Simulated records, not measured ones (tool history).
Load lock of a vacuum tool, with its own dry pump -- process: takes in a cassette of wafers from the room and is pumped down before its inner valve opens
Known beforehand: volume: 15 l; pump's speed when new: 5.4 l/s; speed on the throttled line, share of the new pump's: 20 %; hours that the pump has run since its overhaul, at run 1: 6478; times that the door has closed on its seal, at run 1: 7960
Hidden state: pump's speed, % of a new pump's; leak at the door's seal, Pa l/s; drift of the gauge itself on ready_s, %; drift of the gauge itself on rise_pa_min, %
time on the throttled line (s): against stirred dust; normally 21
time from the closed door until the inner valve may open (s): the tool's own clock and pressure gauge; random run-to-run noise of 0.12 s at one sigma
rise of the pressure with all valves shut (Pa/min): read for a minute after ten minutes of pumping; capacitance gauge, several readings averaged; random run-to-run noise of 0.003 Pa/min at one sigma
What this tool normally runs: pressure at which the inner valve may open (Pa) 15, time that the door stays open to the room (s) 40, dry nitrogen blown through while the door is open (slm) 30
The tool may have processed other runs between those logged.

| run | hour | time on the throttled line (s) | pressure at which the inner valve may open (Pa) | time that the door stays open to the room (s) | dry nitrogen blown through while the door is open (slm) | hours that the pump has run since its overhaul | times that the door has closed on its seal | incoming humidity of the room's air, % | time from the closed door until the inner valve may open (s) | rise of the pressure with all valves shut (Pa/min) |
|---|---|---|---|---|---|---|---|---|---|---|
| 1 | 0 | 21 | 15 | 40 | 30 | 6478 | 7960 | 49.7 | 42.2 | 0.061 |
| 2 | 544.1 | 21 | 15 | 40 | 30 | 7022 | 10661 | 44.7 | 42.3 | 0.064 |
| 3 | 816.5 | 21 | 15 | 40 | 30 | 7294 | 12013 | 44.9 | 41.9 | 0.065 |
| 4 | 1064 | 21 | 15 | 40 | 30 | 7542 | 13242 | 46.1 | 42.4 | 0.069 |
| 5 | 1350.9 | 21 | 15 | 41 | 30 | 7829 | 14666 | 46 | 42.4 | 0.076 |
| 6 | 1586.6 | 21 | 15 | 41 | 30 | 8064 | 15836 | 43.9 | 42.4 | 0.071 |
| 7 | 1965.2 | 19 | 15 | 40 | 30 | 8443 | 17715 | 45.7 | 40.7 | 0.081 |
| 8 | 2310.1 | 19 | 15 | 40 | 30 | 8788 | 19427 | 47 | 40.9 | 0.085 |
| 9 | 2804.2 | 19 | 15 | 40 | 30 | 9282 | 21879 | 42.8 | 41.1 | 0.093 |
| 10 | 3294.1 | 21 | 23 | 40 | 30 | 9772 | 24312 | 47.3 | 41.3 | 0.107 |
| 11 | 3673.6 | 21 | 15 | 40 | 30 | 10151 | 26195 | 43.4 | 42.8 | 0.113 |
| 12 | 3996.3 | 21 | 15 | 40 | 30 | 10474 | 27797 | 44.5 | 42.4 | 0.112 |
| 13 | 4506.2 | 21 | 15 | 40 | 30 | 10984 | 30328 | 46.4 | 42.9 | 0.131 |
| 14 | 4982 | 21 | 24 | 40 | 30 | 11460 | 32690 | 45.2 | 41.5 | 0.143 |
| 15 | 5450.6 | 21 | 11 | 40 | 30 | 11928 | 35016 | 41.1 | 44 | 0.145 |
| 16 | 5873.4 | 21 | 11 | 40 | 30 | 12351 | 37115 | 44.3 | 44.1 | 0.161 |
| 17 | 6370 | 21 | 11 | 40 | 30 | 12848 | 39580 | 44.1 | 43.9 | 0.166 |
| 18 | 6803.4 | 21 | 11 | 40 | 30 | 13281 | 41731 | 42.6 | 43.8 | 0.177 |
| 19 | 7292.1 | 21 | 15 | 40 | 30 | 13770 | 44157 | 45.3 | 43 | 0.198 |
| 20 | 7636.4 | 20 | 13 | 40 | 9 | 14114 | 45866 | 44.2 | 43 | 0.218 |
|  | 7869.8 | door's seal changed, seat wiped |
| 21 | 8019 | 21 | 15 | 59 | 16 | 14495 | 741 | 46.2 | 43.6 | 0.066 |
| 22 | 8533.8 | 27 | 15 | 40 | 30 | 15010 | 3296 | 44.1 | 48.1 | 0.045 |
| 23 | 9039.2 | 27 | 15 | 40 | 30 | 15515 | 5805 | 45.7 | 48.2 | 0.051 |
| 24 | 9545.8 | 16 | 29 | 43 | 30 | 16022 | 8319 | 44 | 37.4 | 0.05 |
| 25 | 9771.3 | 16 | 12 | 74 | 30 | 16248 | 9439 | 45.9 | 40.4 | 0.074 |
| 26 | 10081.7 | 25 | 12 | 54 | 30 | 16558 | 10979 | 48 | 47.3 | 0.063 |
| 27 | 10359.2 | 25 | 19 | 193 | 19 | 16835 | 12357 | 45.8 | 46.1 | 0.103 |
| 28 | 10628 | 21 | 28 | 59 | 21 | 17104 | 13691 | 47.5 | 41.6 | 0.079 |
| 29 | 10896.1 | 13 | 10 | 41 | 7 | 17372 | 15022 | 49.7 | 38.8 | 0.108 |
| 30 | 11157.6 | 20 | 16 | 230 | 11 | 17634 | 16320 | 43.6 | 42.9 | 0.138 |
| 31 | 11533 | 20 | 16 | 59 | 11 | 18009 | 18183 | 46.5 | 43 | 0.108 |
|  | 11931.7 | dry pump taken out, an overhauled one fitted |
| 32 | 12053 | 20 | 16 | 59 | 11 | 121 | 20735 | 44.5 | 40.3 | 0.111 |
| 33 | 12373 | 20 | 16 | 59 | 11 | 441 | 22323 | 46.3 | 40.5 | 0.125 |
| 34 | 12850.6 | 20 | 16 | 59 | 11 | 919 | 24694 | 43.7 | 40.6 | 0.128 |
| 35 | 13163.7 | 16 | 15 | 50 | 30 | 1232 | 26248 | 46.3 | 37.5 | 0.117 |
| 36 | 13446.6 | 16 | 15 | 50 | 30 | 1515 | 27652 | 45.6 | 37.7 | 0.121 |
| 37 | 13709.3 | 21 | 15 | 234 | 9 | 1778 | 28956 | 44.1 | 41.9 | 0.187 |

Forecast each of these 3 alternatives for the next run:
| A | 14163.1 | 21 | 21 | 209 | 30 | 2231 | 31209 | 42.3 | ? | ? |
| B | 14163.1 | 16 | 15 | 79 | 9 | 2231 | 31209 | 46.1 | ? | ? |
| C | 14163.1 | 21 | 23 | 40 | 30 | 2231 | 31209 | 44.9 | ? | ? |

| run | time from the closed door until the inner valve may open (s) | rise of the pressure with all valves shut (Pa/min) |
|---|---|---|
| A | 40.8 | 0.149 |
| B | 37.9 | 0.171 |
| C | 40.4 | 0.129 |
Without the tool's unlogged condition, the same runs would have read:
| run | time from the closed door until the inner valve may open (s) | rise of the pressure with all valves shut (Pa/min) |
|---|---|---|
| A | 40.4 | 0.062 |
| B | 37.5 | 0.085 |
| C | 40.1 | 0.041 |

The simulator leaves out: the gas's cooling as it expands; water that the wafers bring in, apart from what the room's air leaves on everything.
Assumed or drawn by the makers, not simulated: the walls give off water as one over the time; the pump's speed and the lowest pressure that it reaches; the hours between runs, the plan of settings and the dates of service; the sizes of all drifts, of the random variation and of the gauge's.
